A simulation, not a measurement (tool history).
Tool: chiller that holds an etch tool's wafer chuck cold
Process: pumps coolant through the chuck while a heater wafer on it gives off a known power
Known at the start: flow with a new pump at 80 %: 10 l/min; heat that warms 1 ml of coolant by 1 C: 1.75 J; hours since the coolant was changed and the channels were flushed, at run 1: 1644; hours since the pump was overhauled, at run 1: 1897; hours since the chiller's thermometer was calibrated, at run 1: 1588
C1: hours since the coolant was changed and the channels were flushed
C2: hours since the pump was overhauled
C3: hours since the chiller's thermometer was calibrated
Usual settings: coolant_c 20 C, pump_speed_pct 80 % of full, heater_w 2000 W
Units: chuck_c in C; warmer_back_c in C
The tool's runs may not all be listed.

{"run": 1, "hour": 0.0, "coolant_c": 20, "pump_speed_pct": 80, "heater_w": 2000, "C1": 1644, "C2": 1897, "C3": 1588, "chuck_c": 36.1, "warmer_back_c": 6.85}
{"run": 2, "hour": 40.4, "coolant_c": 20, "pump_speed_pct": 80, "heater_w": 2000, "C1": 1685, "C2": 1937, "C3": 1628, "chuck_c": 36.1, "warmer_back_c": 6.86}
{"run": 3, "hour": 78.6, "coolant_c": 14, "pump_speed_pct": 80, "heater_w": 2000, "C1": 1723, "C2": 1976, "C3": 1666, "chuck_c": 29.9, "warmer_back_c": 6.89}
{"run": 4, "hour": 102.1, "coolant_c": 14, "pump_speed_pct": 80, "heater_w": 2000, "C1": 1746, "C2": 1999, "C3": 1690, "chuck_c": 30.2, "warmer_back_c": 7.02}
{"run": 5, "hour": 144.7, "coolant_c": 20, "pump_speed_pct": 80, "heater_w": 2000, "C1": 1789, "C2": 2042, "C3": 1733, "chuck_c": 36.2, "warmer_back_c": 6.84}
{"run": 6, "hour": 179.7, "coolant_c": 20, "pump_speed_pct": 63, "heater_w": 2000, "C1": 1824, "C2": 2077, "C3": 1768, "chuck_c": 38.9, "warmer_back_c": 8.87}
{"run": 7, "hour": 209.2, "coolant_c": 17, "pump_speed_pct": 80, "heater_w": 2000, "C1": 1853, "C2": 2106, "C3": 1797, "chuck_c": 33.2, "warmer_back_c": 6.97}
{"run": 8, "hour": 231.6, "coolant_c": 20, "pump_speed_pct": 79, "heater_w": 2000, "C1": 1876, "C2": 2129, "C3": 1820, "chuck_c": 36.2, "warmer_back_c": 7}
{"run": 9, "hour": 262.1, "coolant_c": 29, "pump_speed_pct": 80, "heater_w": 2000, "C1": 1906, "C2": 2159, "C3": 1850, "chuck_c": 45.1, "warmer_back_c": 6.88}
{"run": 10, "hour": 296.7, "coolant_c": 29, "pump_speed_pct": 80, "heater_w": 2000, "C1": 1941, "C2": 2194, "C3": 1885, "chuck_c": 44.9, "warmer_back_c": 6.89}
{"run": 11, "hour": 320.3, "coolant_c": 29, "pump_speed_pct": 80, "heater_w": 2000, "C1": 1965, "C2": 2217, "C3": 1908, "chuck_c": 45.1, "warmer_back_c": 6.97}
{"run": 12, "hour": 357.0, "coolant_c": 29, "pump_speed_pct": 80, "heater_w": 2000, "C1": 2001, "C2": 2254, "C3": 1945, "chuck_c": 45, "warmer_back_c": 6.96}
{"run": 13, "hour": 378.1, "coolant_c": 29, "pump_speed_pct": 80, "heater_w": 2000, "C1": 2022, "C2": 2275, "C3": 1966, "chuck_c": 45.2, "warmer_back_c": 6.99}
{"run": 14, "hour": 412.2, "coolant_c": 29, "pump_speed_pct": 80, "heater_w": 2000, "C1": 2057, "C2": 2309, "C3": 2000, "chuck_c": 45.1, "warmer_back_c": 7.07}
{"run": 15, "hour": 434.9, "coolant_c": 29, "pump_speed_pct": 80, "heater_w": 2000, "C1": 2079, "C2": 2332, "C3": 2023, "chuck_c": 45, "warmer_back_c": 6.98}
{"hour": 454.7, "done": "chiller's thermometer calibrated"}
{"run": 16, "hour": 459.7, "coolant_c": 29, "pump_speed_pct": 80, "heater_w": 2000, "C1": 2103, "C2": 2356, "C3": 5, "chuck_c": 45, "warmer_back_c": 7.01}
{"run": 17, "hour": 499.9, "coolant_c": 15, "pump_speed_pct": 61, "heater_w": 1848, "C1": 2143, "C2": 2396, "C3": 45, "chuck_c": 32.9, "warmer_back_c": 8.66}
{"run": 18, "hour": 540.2, "coolant_c": 15, "pump_speed_pct": 61, "heater_w": 1848, "C1": 2183, "C2": 2436, "C3": 85, "chuck_c": 32.8, "warmer_back_c": 8.7}
{"hour": 571.4, "done": "gauge calibrated"}
{"run": 19, "hour": 583.2, "coolant_c": 20, "pump_speed_pct": 66, "heater_w": 1010, "C1": 2226, "C2": 2479, "C3": 128, "chuck_c": 29.3, "warmer_back_c": 4.23}
{"run": 20, "hour": 610.3, "coolant_c": 24, "pump_speed_pct": 89, "heater_w": 1065, "C1": 2254, "C2": 2506, "C3": 156, "chuck_c": 32, "warmer_back_c": 3.25}
{"run": 21, "hour": 636.3, "coolant_c": 20, "pump_speed_pct": 80, "heater_w": 1992, "C1": 2280, "C2": 2532, "C3": 182, "chuck_c": 36, "warmer_back_c": 6.83}
{"run": 22, "hour": 678.9, "coolant_c": 14, "pump_speed_pct": 80, "heater_w": 1325, "C1": 2322, "C2": 2575, "C3": 224, "chuck_c": 24.7, "warmer_back_c": 4.56}
{"run": 23, "hour": 710.2, "coolant_c": 20, "pump_speed_pct": 80, "heater_w": 2415, "C1": 2353, "C2": 2606, "C3": 255, "chuck_c": 39.3, "warmer_back_c": 8.37}
{"run": 24, "hour": 731.6, "coolant_c": 20, "pump_speed_pct": 67, "heater_w": 2415, "C1": 2375, "C2": 2628, "C3": 277, "chuck_c": 41.8, "warmer_back_c": 10.1}
{"run": 25, "hour": 761.7, "coolant_c": 20, "pump_speed_pct": 67, "heater_w": 2415, "C1": 2405, "C2": 2658, "C3": 307, "chuck_c": 42, "warmer_back_c": 10.06}
{"run": 26, "hour": 795.9, "coolant_c": 20, "pump_speed_pct": 67, "heater_w": 2415, "C1": 2439, "C2": 2692, "C3": 341, "chuck_c": 41.9, "warmer_back_c": 10.08}
{"run": 27, "hour": 827.8, "coolant_c": 28, "pump_speed_pct": 84, "heater_w": 1356, "C1": 2471, "C2": 2724, "C3": 373, "chuck_c": 38.5, "warmer_back_c": 4.52}
{"run": 28, "hour": 853.0, "coolant_c": 28, "pump_speed_pct": 84, "heater_w": 1356, "C1": 2496, "C2": 2749, "C3": 398, "chuck_c": 38.5, "warmer_back_c": 4.55}

4 ways to go on from here, each from the tool as it stands after run 28. What would each give?
{"run": "A", "hour": 897.2, "coolant_c": 21, "pump_speed_pct": 87, "heater_w": 2051, "C1": 2540, "C2": 2793, "C3": 442, "chuck_c": "?", "warmer_back_c": "?"}
{"run": "B", "hour": 897.2, "coolant_c": 24, "pump_speed_pct": 80, "heater_w": 2000, "C1": 2540, "C2": 2793, "C3": 442, "chuck_c": "?", "warmer_back_c": "?"}
{"run": "C", "hour": 897.2, "coolant_c": 24, "pump_speed_pct": 84, "heater_w": 1616, "C1": 2540, "C2": 2793, "C3": 442, "chuck_c": "?", "warmer_back_c": "?"}
{"run": "D", "hour": 897.2, "coolant_c": 16, "pump_speed_pct": 69, "heater_w": 2996, "C1": 2540, "C2": 2793, "C3": 442, "chuck_c": "?", "warmer_back_c": "?"}

run=A chuck_c=36.6 warmer_back_c=6.47
run=B chuck_c=40.3 warmer_back_c=6.99
run=C chuck_c=36.6 warmer_back_c=5.37
run=D chuck_c=42.6 warmer_back_c=12.1
Without the tool's hidden state the same runs would have given:
run=A chuck_c=36.6 warmer_back_c=6.36
run=B chuck_c=40.2 warmer_back_c=6.88
run=C chuck_c=36.6 warmer_back_c=5.26
run=D chuck_c=42.6 warmer_back_c=11.98

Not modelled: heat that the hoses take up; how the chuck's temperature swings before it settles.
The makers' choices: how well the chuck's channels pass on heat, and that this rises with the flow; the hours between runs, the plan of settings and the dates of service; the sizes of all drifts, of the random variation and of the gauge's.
